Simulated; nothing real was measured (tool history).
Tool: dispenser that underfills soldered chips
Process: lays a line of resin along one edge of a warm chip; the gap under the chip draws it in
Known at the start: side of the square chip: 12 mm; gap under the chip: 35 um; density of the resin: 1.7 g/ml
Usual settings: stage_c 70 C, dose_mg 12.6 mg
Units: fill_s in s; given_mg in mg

Run 1, hour 0.0: usual settings. Result: fill_s 224.0 s, given_mg 12.10 mg.
At hour 2.4: new syringe of resin.
Run 2, hour 5.2: usual settings. Result: fill_s 212.7 s, given_mg 12.01 mg.
Run 3, hour 8.2: usual settings but dose_mg 13.0 mg. Result: fill_s 224.7 s, given_mg 12.44 mg.
At hour 10.6: new syringe of resin.
Run 4, hour 10.6: usual settings but dose_mg 13.0 mg. Result: fill_s 192.4 s, given_mg 12.49 mg.
Run 5, hour 15.4: usual settings. Result: fill_s 220.2 s, given_mg 12.00 mg.
Run 6, hour 17.5: usual settings. Result: fill_s 231.9 s, given_mg 12.04 mg.
At hour 18.8: new syringe of resin.
Run 7, hour 21.1: usual settings. Result: fill_s 209.8 s, given_mg 11.95 mg.
Run 8, hour 25.9: usual settings but dose_mg 10.9 mg. Result: fill_s 244.3 s, given_mg 10.27 mg.
At hour 26.8: new syringe of resin.
Run 9, hour 28.8: usual settings but dose_mg 10.9 mg. Result: fill_s 210.5 s, given_mg 10.35 mg.
At hour 30.3: dispensing valve cleaned and set on the balance.
Run 10, hour 32.2: usual settings but stage_c 71 C, dose_mg 10.9 mg. Result: fill_s 213.3 s, given_mg 10.93 mg.
Run 11, hour 35.1: usual settings but stage_c 71 C, dose_mg 10.9 mg. Result: fill_s 231.2 s, given_mg 10.89 mg.
At hour 35.8: new syringe of resin.
Run 12, hour 38.5: usual settings but stage_c 71 C, dose_mg 10.9 mg. Result: fill_s 199.6 s, given_mg 10.85 mg.
Run 13, hour 43.1: usual settings but stage_c 71 C, dose_mg 10.9 mg. Result: fill_s 230.2 s, given_mg 10.86 mg.
At hour 43.7: new syringe of resin.
Run 14, hour 48.3: usual settings. Result: fill_s 218.2 s, given_mg 12.59 mg.
At hour 51.7: new syringe of resin.
Run 15, hour 51.7: usual settings. Result: fill_s 194.5 s, given_mg 12.54 mg.
Run 16, hour 55.3: usual settings but dose_mg 11.4 mg. Result: fill_s 215.0 s, given_mg 11.34 mg.
Run 17, hour 58.9: usual settings but dose_mg 11.4 mg. Result: fill_s 240.7 s, given_mg 11.25 mg.
At hour 59.7: new syringe of resin.
Run 18, hour 62.4: usual settings but dose_mg 12.1 mg. Result: fill_s 209.0 s, given_mg 11.90 mg.
Run 19, hour 64.4: usual settings but stage_c 58 C, dose_mg 15.1 mg. Result: fill_s 339.5 s, given_mg 14.95 mg.
At hour 67.7: new syringe of resin.
Run 20, hour 68.7: usual settings but stage_c 80 C, dose_mg 13.3 mg. Result: fill_s 135.7 s, given_mg 13.22 mg.
Run 21, hour 72.0: usual settings but stage_c 72 C, dose_mg 10.8 mg. Result: fill_s 210.1 s, given_mg 10.69 mg.
Run 22, hour 74.5: usual settings but stage_c 72 C, dose_mg 10.8 mg. Result: fill_s 224.9 s, given_mg 10.65 mg.
At hour 76.0: new syringe of resin.
Run 23, hour 77.7: usual settings but stage_c 84 C, dose_mg 11.4 mg. Result: fill_s 123.4 s, given_mg 11.28 mg.
Run 24, hour 80.5: usual settings but stage_c 62 C, dose_mg 15.4 mg. Result: fill_s 275.3 s, given_mg 15.17 mg.
At hour 84.1: new syringe of resin.
Run 25, hour 84.4: usual settings but stage_c 62 C, dose_mg 15.4 mg. Result: fill_s 249.0 s, given_mg 15.13 mg.
Run 26, hour 87.8: usual settings but stage_c 77 C, dose_mg 11.5 mg. Result: fill_s 169.7 s, given_mg 11.24 mg.
At hour 92.0: new syringe of resin.
Run 27, hour 93.1: usual settings but stage_c 68 C, dose_mg 11.7 mg. Result: fill_s 212.7 s, given_mg 11.55 mg.
Run 28, hour 96.3: usual settings but dose_mg 11.7 mg. Result: fill_s 217.9 s, given_mg 11.51 mg.
At hour 99.9: new syringe of resin.
Run 29, hour 100.0: usual settings but stage_c 81 C, dose_mg 13.8 mg. Result: fill_s 128.1 s, given_mg 13.44 mg.
Run 30, hour 102.1: usual settings but stage_c 81 C, dose_mg 13.8 mg. Result: fill_s 135.0 s, given_mg 13.44 mg.
Run 31, hour 104.9: usual settings but stage_c 83 C, dose_mg 12.2 mg. Result: fill_s 140.5 s, given_mg 11.81 mg.
At hour 107.9: new syringe of resin.
Run 32, hour 108.8: usual settings but stage_c 55 C, dose_mg 14.2 mg. Result: fill_s 321.2 s, given_mg 13.80 mg.
Run 33, hour 113.4: usual settings but stage_c 55 C, dose_mg 14.2 mg. Result: fill_s 367.6 s, given_mg 13.75 mg.
At hour 116.0: new syringe of resin.
Run 34, hour 116.9: usual settings but dose_mg 13.2 mg. Result: fill_s 191.7 s, given_mg 12.77 mg.
Run 35, hour 119.4: usual settings but dose_mg 12.8 mg. Result: fill_s 206.6 s, given_mg 12.37 mg.

Run 36 comes next. What will it give?
At hour 124.2: new syringe of resin.
Run 36, hour 124.6: usual settings but stage_c 79 C, dose_mg 16.0 mg. Result: fill_s ?, given_mg ?.

fill_s: 135.8 s
given_mg: 15.51 mg
Without the tool's hidden state the same run would have given fill_s 142.0 s, given_mg 16.03 mg.

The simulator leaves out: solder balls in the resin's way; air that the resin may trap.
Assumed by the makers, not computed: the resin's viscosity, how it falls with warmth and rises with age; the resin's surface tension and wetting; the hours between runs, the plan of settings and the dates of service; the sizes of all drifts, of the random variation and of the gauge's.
